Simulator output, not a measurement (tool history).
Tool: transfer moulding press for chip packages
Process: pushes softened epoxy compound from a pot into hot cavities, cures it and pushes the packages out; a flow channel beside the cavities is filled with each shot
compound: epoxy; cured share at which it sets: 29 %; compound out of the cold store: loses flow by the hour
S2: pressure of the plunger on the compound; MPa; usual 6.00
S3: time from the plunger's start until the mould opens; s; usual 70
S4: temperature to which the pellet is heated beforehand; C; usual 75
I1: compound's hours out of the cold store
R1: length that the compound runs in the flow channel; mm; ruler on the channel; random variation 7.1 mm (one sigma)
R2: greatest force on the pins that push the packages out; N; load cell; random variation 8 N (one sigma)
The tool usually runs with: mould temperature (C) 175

Run 1, hour 0.0: usual settings; I1 21.9. Result: R1 764 mm, R2 580 N.
Run 2, hour 32.6: usual settings; I1 30.3. Result: R1 752 mm, R2 477 N.
Run 3, hour 65.1: usual settings but mould temperature (C) 181; I1 47.1. Result: R1 674 mm, R2 421 N.
Run 4, hour 100.7: usual settings but mould temperature (C) 181; I1 15.1. Result: R1 758 mm, R2 373 N.
Run 5, hour 133.6: usual settings; I1 13.3. Result: R1 770 mm, R2 538 N.
Run 6, hour 174.6: usual settings; I1 36.9. Result: R1 696 mm, R2 487 N.
Run 7, hour 205.2: usual settings but mould temperature (C) 176; I1 8.6. Result: R1 762 mm, R2 341 N.
Run 8, hour 225.7: usual settings but S4 66 C; I1 28.6. Result: R1 710 mm, R2 470 N.
Run 9, hour 251.9: usual settings but S3 57 s, S4 66 C; I1 21.5. Result: R1 705 mm, R2 898 N.
Run 10, hour 293.9: usual settings; I1 47.6. Result: R1 705 mm, R2 443 N.
Run 11, hour 331.7: usual settings; I1 15.7. Result: R1 798 mm, R2 537 N.
Run 12, hour 363.0: usual settings; I1 42.9. Result: R1 685 mm, R2 477 N.
Run 13, hour 391.4: usual settings but mould temperature (C) 174; I1 21.1. Result: R1 767 mm, R2 576 N.
Run 14, hour 409.1: usual settings but mould temperature (C) 174, S2 6.12 MPa, S4 78 C; I1 47.5. Result: R1 690 mm, R2 428 N.
Run 15, hour 429.4: usual settings but mould temperature (C) 172, S4 77 C; I1 33.8. Result: R1 716 mm, R2 604 N.
Run 16, hour 448.3: usual settings but S3 86 s; I1 20.5. Result: R1 746 mm, R2 394 N.
Run 17, hour 482.5: usual settings but S3 86 s; I1 34.6. Result: R1 696 mm, R2 336 N.
Run 18, hour 507.0: usual settings but S3 69 s; I1 17.2. Result: R1 736 mm, R2 539 N.
Run 19, hour 531.8: usual settings but S3 58 s; I1 16.0. Result: R1 752 mm, R2 609 N.
Run 20, hour 571.2: usual settings but S3 58 s; I1 43.3. Result: R1 729 mm, R2 778 N.
Run 21, hour 610.3: usual settings but S2 6.63 MPa; I1 30.5. Result: R1 797 mm, R2 440 N.
Run 22, hour 644.5: usual settings but mould temperature (C) 176, S2 5.16 MPa, S3 85 s, S4 84 C; I1 21.6. Result: R1 712 mm, R2 401 N.
Run 23, hour 681.3: usual settings but mould temperature (C) 182, S4 67 C; I1 25.1. Result: R1 733 mm, R2 353 N.
Run 24, hour 701.7: usual settings but mould temperature (C) 179, S3 51 s, S4 66 C; I1 32.4. Result: R1 713 mm, R2 884 N.
Run 25, hour 739.4: usual settings but mould temperature (C) 179, S3 51 s, S4 66 C; I1 20.8. Result: R1 750 mm, R2 850 N.
Run 26, hour 779.3: usual settings but S2 5.45 MPa, S3 86 s, S4 69 C; I1 15.7. Result: R1 729 mm, R2 412 N.

Removed from this log: 15 entries logged between the listed runs. Between which two listed runs does each belong, and how does the tool's hidden state at the listed run before it compare with that at the listed run after it?
In the gap between runs 1 and 2: cavities cleaned with cleaning compound and waxed (hour 8.6)
  true mould temperature over the reading, C: -1.1 -> -1.13; pressure that reaches the compound, % of what is set: 95.87 -> 93.77; grip of the stained cavities, % over clean ones': 53.1 -> 32.9
  measured less the result without the state, R1: -12 -> -20 mm; R2: +229 -> +143 N
In the gap between runs 3 and 4: cavities cleaned with cleaning compound and waxed (hour 74.5)
  true mould temperature over the reading, C: -1.17 -> -1.21; pressure that reaches the compound, % of what is set: 91.7 -> 89.33; grip of the stained cavities, % over clean ones': 52 -> 35.9
  measured less the result without the state, R1: -26 -> -40 mm; R2: +151 -> +109 N
In the gap between runs 4 and 5: mould's thermocouples calibrated (hour 115.9)
  true mould temperature over the reading, C: -1.21 -> -0.03; pressure that reaches the compound, % of what is set: 89.33 -> 87.23; grip of the stained cavities, % over clean ones': 35.9 -> 52.6
  measured less the result without the state, R1: -40 -> -54 mm; R2: +109 -> +187 N
In the gap between runs 5 and 6: cavities cleaned with cleaning compound and waxed (hour 141.8)
  true mould temperature over the reading, C: -0.03 -> -0.08; pressure that reaches the compound, % of what is set: 87.23 -> 84.59; grip of the stained cavities, % over clean ones': 52.6 -> 41.1
  measured less the result without the state, R1: -54 -> -60 mm; R2: +187 -> +145 N
In the gap between runs 6 and 7: cavities cleaned with cleaning compound and waxed (hour 205.2)
  true mould temperature over the reading, C: -0.08 -> -0.11; pressure that reaches the compound, % of what is set: 84.59 -> 82.84; grip of the stained cavities, % over clean ones': 41.1 -> 2
  measured less the result without the state, R1: -60 -> -75 mm; R2: +145 -> +9 N
In the gap between runs 9 and 10: plunger's sealing rings changed (hour 258.0); cavities cleaned with cleaning compound and waxed (hour 271.4)
  true mould temperature over the reading, C: -0.16 -> -0.2; pressure that reaches the compound, % of what is set: 79.91 -> 97.47; grip of the stained cavities, % over clean ones': 49.4 -> 34.5
  measured less the result without the state, R1: -83 -> -8 mm; R2: +305 -> +118 N
In the gap between runs 11 and 12: cavities cleaned with cleaning compound and waxed (hour 335.5)
  true mould temperature over the reading, C: -0.24 -> -0.27; pressure that reaches the compound, % of what is set: 95.11 -> 93.1; grip of the stained cavities, % over clean ones': 53.4 -> 37.6
  measured less the result without the state, R1: -19 -> -24 mm; R2: +193 -> +137 N
In the gap between runs 13 and 14: cavities cleaned with cleaning compound and waxed (hour 399.9)
  true mould temperature over the reading, C: -0.3 -> -0.32; pressure that reaches the compound, % of what is set: 91.48 -> 90.4; grip of the stained cavities, % over clean ones': 52.6 -> 16.3
  measured less the result without the state, R1: -33 -> -34 mm; R2: +205 -> +66 N
In the gap between runs 16 and 17: cavities cleaned with cleaning compound and waxed (hour 464.0)
  true mould temperature over the reading, C: -0.36 -> -0.4; pressure that reaches the compound, % of what is set: 87.98 -> 85.74; grip of the stained cavities, % over clean ones': 49.6 -> 28.8
  measured less the result without the state, R1: -48 -> -54 mm; R2: +134 -> +77 N
In the gap between runs 18 and 19: cavities cleaned with cleaning compound and waxed (hour 527.7)
  true mould temperature over the reading, C: -0.43 -> -0.46; pressure that reaches the compound, % of what is set: 84.03 -> 82.63; grip of the stained cavities, % over clean ones': 46.9 -> 9.2
  measured less the result without the state, R1: -65 -> -74 mm; R2: +183 -> +71 N
In the gap between runs 19 and 20: plunger's sealing rings changed (hour 570.0)
  true mould temperature over the reading, C: -0.46 -> -0.5; pressure that reaches the compound, % of what is set: 82.63 -> 99.6; grip of the stained cavities, % over clean ones': 9.2 -> 46.1
  measured less the result without the state, R1: -74 -> +0 mm; R2: +71 -> +266 N
In the gap between runs 20 and 21: cavities cleaned with cleaning compound and waxed (hour 596.1)
  true mould temperature over the reading, C: -0.5 -> -0.55; pressure that reaches the compound, % of what is set: 99.6 -> 97.26; grip of the stained cavities, % over clean ones': 46.1 -> 23.7
  measured less the result without the state, R1: +0 -> -10 mm; R2: +266 -> +95 N
In the gap between runs 22 and 23: cavities cleaned with cleaning compound and waxed (hour 659.6)
  true mould temperature over the reading, C: -0.58 -> -0.62; pressure that reaches the compound, % of what is set: 94.96 -> 92.59; grip of the stained cavities, % over clean ones': 50.4 -> 31.5
  measured less the result without the state, R1: -17 -> -27 mm; R2: +138 -> +88 N
In the gap between runs 24 and 25: cavities cleaned with cleaning compound and waxed (hour 724.5)
  true mould temperature over the reading, C: -0.65 -> -0.69; pressure that reaches the compound, % of what is set: 91.31 -> 89.02; grip of the stained cavities, % over clean ones': 46.8 -> 27
  measured less the result without the state, R1: -31 -> -43 mm; R2: +309 -> +212 N
